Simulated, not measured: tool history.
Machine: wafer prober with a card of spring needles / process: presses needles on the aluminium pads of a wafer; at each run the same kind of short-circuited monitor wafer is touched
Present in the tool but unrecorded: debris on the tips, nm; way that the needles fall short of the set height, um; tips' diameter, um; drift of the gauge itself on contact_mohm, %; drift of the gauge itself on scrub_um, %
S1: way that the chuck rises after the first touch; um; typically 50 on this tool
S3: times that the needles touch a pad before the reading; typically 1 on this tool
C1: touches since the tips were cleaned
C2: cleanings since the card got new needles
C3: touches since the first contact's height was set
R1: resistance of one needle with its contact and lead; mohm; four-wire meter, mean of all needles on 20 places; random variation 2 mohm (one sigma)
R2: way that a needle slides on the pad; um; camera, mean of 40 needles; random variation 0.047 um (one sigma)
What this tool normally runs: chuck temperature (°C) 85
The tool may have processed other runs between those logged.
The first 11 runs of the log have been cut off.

{"hour": 116.3, "done": "tips cleaned on abrasive film"}
{"run": 12, "hour": 122.7, "S1": 50, "chuck temperature (°C)": 85, "S3": 1, "C1": 2187, "C2": 48, "C3": 22516, "R1": 297, "R2": 12.5}
{"hour": 129.3, "done": "tips cleaned on abrasive film"}
{"run": 13, "hour": 132.2, "S1": 50, "chuck temperature (°C)": 85, "S3": 1, "C1": 987, "C2": 49, "C3": 25745, "R1": 276, "R2": 12.47}
{"hour": 142.1, "done": "tips cleaned on abrasive film"}
{"run": 14, "hour": 147.3, "S1": 50, "chuck temperature (°C)": 85, "S3": 1, "C1": 1796, "C2": 50, "C3": 30900, "R1": 288, "R2": 12.44}
{"hour": 155.2, "done": "tips cleaned on abrasive film"}
{"run": 15, "hour": 157.6, "S1": 50, "chuck temperature (°C)": 85, "S3": 1, "C1": 812, "C2": 51, "C3": 34386, "R1": 256, "R2": 12.41}
{"hour": 167.8, "done": "tips cleaned on abrasive film"}
{"run": 16, "hour": 171.6, "S1": 50, "chuck temperature (°C)": 85, "S3": 1, "C1": 1291, "C2": 52, "C3": 39145, "R1": 283, "R2": 12.41}
{"hour": 181.3, "done": "tips cleaned on abrasive film"}
{"run": 17, "hour": 187.5, "S1": 50, "chuck temperature (°C)": 98, "S3": 1, "C1": 2145, "C2": 53, "C3": 44592, "R1": 303, "R2": 12.43}
{"hour": 193.9, "done": "tips cleaned on abrasive film"}
{"run": 18, "hour": 198.0, "S1": 56, "chuck temperature (°C)": 25, "S3": 1, "C1": 1388, "C2": 54, "C3": 48129, "R1": 260, "R2": 13.84}
{"hour": 206.2, "done": "tips cleaned on abrasive film"}
{"run": 19, "hour": 207.3, "S1": 57, "chuck temperature (°C)": 33, "S3": 2, "C1": 361, "C2": 55, "C3": 51288, "R1": 211, "R2": 14.09}
{"run": 20, "hour": 215.9, "S1": 56, "chuck temperature (°C)": 46, "S3": 1, "C1": 3314, "C2": 55, "C3": 54241, "R1": 291, "R2": 13.87}
{"hour": 219.9, "done": "tips cleaned on abrasive film"}
{"run": 21, "hour": 222.8, "S1": 67, "chuck temperature (°C)": 89, "S3": 2, "C1": 1005, "C2": 56, "C3": 56568, "R1": 228, "R2": 16.49}
{"hour": 232.6, "done": "tips cleaned on abrasive film"}
{"run": 22, "hour": 233.5, "S1": 50, "chuck temperature (°C)": 25, "S3": 3, "C1": 307, "C2": 57, "C3": 60201, "R1": 208, "R2": 12.34}
{"hour": 245.4, "done": "tips cleaned on abrasive film"}
{"run": 23, "hour": 249.1, "S1": 32, "chuck temperature (°C)": 78, "S3": 1, "C1": 1276, "C2": 58, "C3": 65531, "R1": 380, "R2": 7.76}
{"hour": 258.1, "done": "tips cleaned on abrasive film"}
{"run": 24, "hour": 259.1, "S1": 65, "chuck temperature (°C)": 103, "S3": 3, "C1": 331, "C2": 59, "C3": 68900, "R1": 217, "R2": 16.11}
{"hour": 270.4, "done": "tips cleaned on abrasive film"}
{"run": 25, "hour": 272.8, "S1": 65, "chuck temperature (°C)": 103, "S3": 3, "C1": 798, "C2": 60, "C3": 73567, "R1": 221, "R2": 15.97}
{"hour": 283.3, "done": "tips cleaned on abrasive film"}
{"run": 26, "hour": 287.3, "S1": 34, "chuck temperature (°C)": 46, "S3": 2, "C1": 1359, "C2": 61, "C3": 78518, "R1": 316, "R2": 8.21}
{"hour": 296.4, "done": "tips cleaned on abrasive film"}
{"run": 27, "hour": 301.4, "S1": 56, "chuck temperature (°C)": 66, "S3": 2, "C1": 1708, "C2": 62, "C3": 83315, "R1": 251, "R2": 13.69}
{"run": 28, "hour": 308.6, "S1": 50, "chuck temperature (°C)": 85, "S3": 1, "C1": 4160, "C2": 62, "C3": 85767, "R1": 336, "R2": 12.28}
{"hour": 310.0, "done": "tips cleaned on abrasive film"}
{"hour": 322.4, "done": "tips cleaned on abrasive film"}
{"run": 29, "hour": 322.4, "S1": 50, "chuck temperature (°C)": 85, "S3": 1, "C1": 0, "C2": 64, "C3": 90460, "R1": 222, "R2": 12.1}
{"hour": 334.8, "done": "tips cleaned on abrasive film"}
{"run": 30, "hour": 338.1, "S1": 61, "chuck temperature (°C)": 91, "S3": 2, "C1": 1105, "C2": 65, "C3": 95776, "R1": 229, "R2": 14.9}
{"hour": 347.3, "done": "tips cleaned on abrasive film"}
{"run": 31, "hour": 352.1, "S1": 59, "chuck temperature (°C)": 52, "S3": 2, "C1": 1669, "C2": 66, "C3": 100565, "R1": 240, "R2": 14.36}
{"hour": 359.6, "done": "tips cleaned on abrasive film"}
{"run": 32, "hour": 359.8, "S1": 50, "chuck temperature (°C)": 85, "S3": 3, "C1": 65, "C2": 67, "C3": 103167, "R1": 217, "R2": 12.12}

3 options for the next run, each taken on its own from the tool as it stands now. Forecast them:
{"hour": 372.0, "done": "tips cleaned on abrasive film"}
{"run": "A", "hour": 374.2, "S1": 49, "chuck temperature (°C)": 30, "S3": 3, "C1": 735, "C2": 68, "C3": 108062, "R1": "?", "R2": "?"}
{"hour": 372.0, "done": "tips cleaned on abrasive film"}
{"run": "B", "hour": 374.2, "S1": 36, "chuck temperature (°C)": 85, "S3": 1, "C1": 735, "C2": 68, "C3": 108062, "R1": "?", "R2": "?"}
{"hour": 372.0, "done": "tips cleaned on abrasive film"}
{"run": "C", "hour": 374.2, "S1": 50, "chuck temperature (°C)": 52, "S3": 1, "C1": 735, "C2": 68, "C3": 108062, "R1": "?", "R2": "?"}

run=A R1=220 R2=11.83
run=B R1=305 R2=8.55
run=C R1=252 R2=12.03
Stripped of hidden state, with their random variation kept, the same runs would have yielded:
run=A R1=200 R2=12.35
run=B R1=214 R2=9.07
run=C R1=201 R2=12.55

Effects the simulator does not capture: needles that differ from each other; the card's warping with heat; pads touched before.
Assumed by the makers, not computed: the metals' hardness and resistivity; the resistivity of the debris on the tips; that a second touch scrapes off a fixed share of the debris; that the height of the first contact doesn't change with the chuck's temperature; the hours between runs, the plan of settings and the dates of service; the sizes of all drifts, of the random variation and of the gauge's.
